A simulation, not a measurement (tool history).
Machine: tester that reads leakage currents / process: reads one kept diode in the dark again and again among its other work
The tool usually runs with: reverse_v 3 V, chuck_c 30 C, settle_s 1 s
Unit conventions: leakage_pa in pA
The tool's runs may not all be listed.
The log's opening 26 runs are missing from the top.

run	hour	reverse_v	chuck_c	settle_s	leakage_pa
27	669.8	3.78	50	1.97	988.56
28	695.6	5.15	25	1.97	131.87
# hour 717.1: probe card cleaned and baked
29	722.8	5.15	25	1.97	131.66
30	743.5	13.75	30	1	368.65
31	764.7	1.75	52	2.78	745.66
32	780.7	1.75	44	0.64	387.76
33	808.9	5.2	29	0.8	194.08
34	844.8	5.2	29	0.8	193.59
35	860.7	5.2	29	0.8	193.5
36	891.4	9.19	25	0.8	185.28
37	916	1.45	56	1.61	926.03
38	937	8.38	57	1.61	2709.75
39	962.3	4.47	48	0.3	927.5

Here are 3 independent what-if runs from the current tool condition. What would each one return?
A	995.7	4.47	21	0.92	?
B	995.7	13.6	25	0.3	?
C	995.7	3.61	37	8.73	?

run	leakage_pa
A	83.98
B	239.57
C	321.04
With the hidden condition removed and each run's random variation left untouched, the same runs would have given:
run	leakage_pa
A	84.01
B	239.65
C	321.16

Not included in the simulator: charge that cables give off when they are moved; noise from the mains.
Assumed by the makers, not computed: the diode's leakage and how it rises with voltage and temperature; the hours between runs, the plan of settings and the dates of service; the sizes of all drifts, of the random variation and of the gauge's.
